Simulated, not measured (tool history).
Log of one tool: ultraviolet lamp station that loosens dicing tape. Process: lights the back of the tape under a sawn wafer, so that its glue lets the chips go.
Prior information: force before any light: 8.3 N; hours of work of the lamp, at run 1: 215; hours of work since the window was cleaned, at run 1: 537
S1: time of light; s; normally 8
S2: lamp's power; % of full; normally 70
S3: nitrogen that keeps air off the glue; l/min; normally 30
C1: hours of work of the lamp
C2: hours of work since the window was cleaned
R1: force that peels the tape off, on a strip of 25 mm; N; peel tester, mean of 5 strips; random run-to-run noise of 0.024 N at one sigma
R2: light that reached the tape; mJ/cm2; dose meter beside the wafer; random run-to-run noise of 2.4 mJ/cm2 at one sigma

Run 1, hour 0: usual settings; C1 215; C2 537. Result: R1 1.607 N, R2 223 mJ/cm2.
Run 2, hour 8.4: usual settings; C1 221; C2 543. Result: R1 1.639 N, R2 222 mJ/cm2.
Run 3, hour 14.8: usual settings; C1 225; C2 547. Result: R1 1.604 N, R2 226 mJ/cm2.
Run 4, hour 27: usual settings; C1 233; C2 555. Result: R1 1.67 N, R2 223 mJ/cm2.
Run 5, hour 35.3: usual settings; C1 239; C2 561. Result: R1 1.606 N, R2 223 mJ/cm2.
Run 6, hour 48.8: usual settings; C1 249; C2 570. Result: R1 1.683 N, R2 220 mJ/cm2.
Run 7, hour 56: usual settings; C1 253; C2 575. Result: R1 1.71 N, R2 216 mJ/cm2.
Run 8, hour 67.2: usual settings; C1 261; C2 583. Result: R1 1.591 N, R2 217 mJ/cm2.
Run 9, hour 78.3: usual settings but S1 7 s, S2 78 % of full, S3 24 l/min; C1 269; C2 591. Result: R1 1.913 N, R2 213 mJ/cm2.
Run 10, hour 86.5: usual settings but S1 7 s, S2 78 % of full, S3 24 l/min; C1 274; C2 596. Result: R1 1.879 N, R2 212 mJ/cm2.
Run 11, hour 94.7: usual settings but S1 7 s, S2 84 % of full, S3 10 l/min; C1 280; C2 602. Result: R1 2.478 N, R2 225 mJ/cm2.
Run 12, hour 109.2: usual settings but S1 7 s, S2 84 % of full, S3 10 l/min; C1 290; C2 612. Result: R1 2.474 N, R2 231 mJ/cm2.
Run 13, hour 116.3: usual settings but S1 5 s, S2 85 % of full, S3 13 l/min; C1 295; C2 617. Result: R1 3.348 N, R2 164 mJ/cm2.

5 ways to go on from here, each from the tool as it stands after run 13. What would each give?
Run A, hour 128: usual settings but S3 16 l/min; C1 303; C2 625. Result: R1 ?, R2 ?.
Run B, hour 128: usual settings but S1 5 s, S2 66 % of full, S3 19 l/min; C1 303; C2 625. Result: R1 ?, R2 ?.
Run C, hour 128: usual settings but S1 5 s, S2 87 % of full, S3 13 l/min; C1 303; C2 625. Result: R1 ?, R2 ?.
Run D, hour 128: usual settings but S1 11 s, S2 72 % of full, S3 43 l/min; C1 303; C2 625. Result: R1 ?, R2 ?.
Run E, hour 128: usual settings but S2 89 % of full, S3 37 l/min; C1 303; C2 625. Result: R1 ?, R2 ?.

run     R1   R2
  A  2.272  214
  B  3.724  125
  C  3.144  167
  D  0.821  305
  E  1.056  272
Without the tool's hidden state the same runs would have given:
run     R1   R2
  A  1.625  273
  B  2.987  160
  C  2.443  214
  D  0.514  389
  E  0.666  347
